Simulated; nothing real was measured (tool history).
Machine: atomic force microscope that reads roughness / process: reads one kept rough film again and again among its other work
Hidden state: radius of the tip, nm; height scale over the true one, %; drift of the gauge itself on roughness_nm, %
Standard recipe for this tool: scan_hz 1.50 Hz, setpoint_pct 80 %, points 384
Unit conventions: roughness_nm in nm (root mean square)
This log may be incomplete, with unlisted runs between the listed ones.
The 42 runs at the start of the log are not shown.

run,hour,scan_hz,setpoint_pct,points,pictures with this tip,hours of work since the height scale was calibrated,roughness_nm
# hour 1428.3: new tip fitted
43,1455.6,1.08,80,384,61,50,2.650
# hour 1497.7: new tip fitted
44,1503.3,0.86,64,384,13,85,2.899
45,1551.7,1.22,75,841,121,121,2.553
# hour 1569.4: new tip fitted
46,1584.0,1.22,75,841,32,144,2.727
47,1626.9,1.50,85,869,128,176,2.399
# hour 1638.9: new tip fitted
48,1652.7,1.62,58,362,31,195,2.812
49,1697.3,1.03,57,484,131,228,2.630
# hour 1707.9: new tip fitted
50,1721.2,1.03,57,484,30,245,2.848
51,1773.2,1.03,57,484,146,283,2.612

Forecast each of these 3 alternatives for the next run:
# hour 1777.7: new tip fitted
A,1800.0,0.59,59,384,50,303,?
# hour 1777.7: new tip fitted
B,1800.0,0.70,80,384,50,303,?
# hour 1777.7: new tip fitted
C,1800.0,0.88,71,484,50,303,?

run,roughness_nm
A,2.852
B,2.763
C,2.797
With the hidden condition removed and each run's random variation left untouched, the same runs would have given:
run,roughness_nm
A,2.963
B,2.870
C,2.905

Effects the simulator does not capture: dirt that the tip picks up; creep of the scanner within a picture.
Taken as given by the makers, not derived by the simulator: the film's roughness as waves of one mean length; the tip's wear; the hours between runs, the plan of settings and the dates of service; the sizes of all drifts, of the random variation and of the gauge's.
